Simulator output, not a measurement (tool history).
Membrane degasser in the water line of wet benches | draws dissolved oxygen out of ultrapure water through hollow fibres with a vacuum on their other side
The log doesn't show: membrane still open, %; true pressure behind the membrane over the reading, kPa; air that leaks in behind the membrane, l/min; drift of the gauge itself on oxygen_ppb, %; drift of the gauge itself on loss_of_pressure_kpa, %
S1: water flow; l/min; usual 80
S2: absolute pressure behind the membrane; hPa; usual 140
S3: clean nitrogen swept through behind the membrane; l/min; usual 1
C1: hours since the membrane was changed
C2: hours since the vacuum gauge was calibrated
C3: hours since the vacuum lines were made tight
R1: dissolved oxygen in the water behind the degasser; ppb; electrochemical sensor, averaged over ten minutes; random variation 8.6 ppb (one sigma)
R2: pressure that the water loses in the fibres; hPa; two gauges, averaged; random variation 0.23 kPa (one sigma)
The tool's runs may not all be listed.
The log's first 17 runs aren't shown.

run    hour  S1   S2    S3    C1    C2    C3      R1     R2
 18  1155.5  49  140  0.55  5052  4221  2892  1397.4  343.9
 19  1246.7  55  135  0.75  5143  4312  2983  1198.8  388.5
 20    1343  51  101  1.41  5239  4409  3080   516.7  355.5
 21    1384  80  140  2.81  5280  4450  3121   713.6  561.5
 22    1440  80  140  2.86  5336  4506  3177   696.6  561.1
       1489  -- vacuum gauge calibrated
 23  1536.6  69  196  0.88  5432    48  3273  1882.1  483.8
 24  1590.7  69  196  0.88  5487   102  3327  1850.8  489.8
 25  1681.5  61  245  0.88  5577   192  3418  2102.6  426.1
 26  1728.5  61  245  0.88  5624   239  3465  2118.1  432.6
 27  1809.1  96  134  1.95  5705   320  3545  1011.5    675
 28  1861.3  96  134  1.95  5757   372  3597  1033.8  678.2
 29  1943.7  97  140  0.65  5840   455  3680  1929.6  683.5
 30  2011.7  97  140  0.65  5908   523  3748  1930.6  686.7
 31  2098.7  97  140  0.65  5995   610  3835  1945.2  684.7
 32  2178.9  80  312     1  6075   690  3915  2867.8  565.5
 33  2271.6  65  192  2.53  6167   783  4008   866.8  459.1

3 ways to go on from here, each from the tool as it stands after run 33. What would each give?
  A  2324.3  123  102  2.22  6220  835  4060   ?   ?
  B  2324.3  104  140     1  6220  835  4060   ?   ?
  C  2324.3   91  178  0.75  6220  835  4060   ?   ?

run      R1     R2
  A   905.6  865.3
  B  1625.1    735
  C    2200  642.8
Without the tool's hidden state the same runs would have given:
run      R1     R2
  A   904.6  864.4
  B  1624.5  734.2
  C  2199.6  642.1

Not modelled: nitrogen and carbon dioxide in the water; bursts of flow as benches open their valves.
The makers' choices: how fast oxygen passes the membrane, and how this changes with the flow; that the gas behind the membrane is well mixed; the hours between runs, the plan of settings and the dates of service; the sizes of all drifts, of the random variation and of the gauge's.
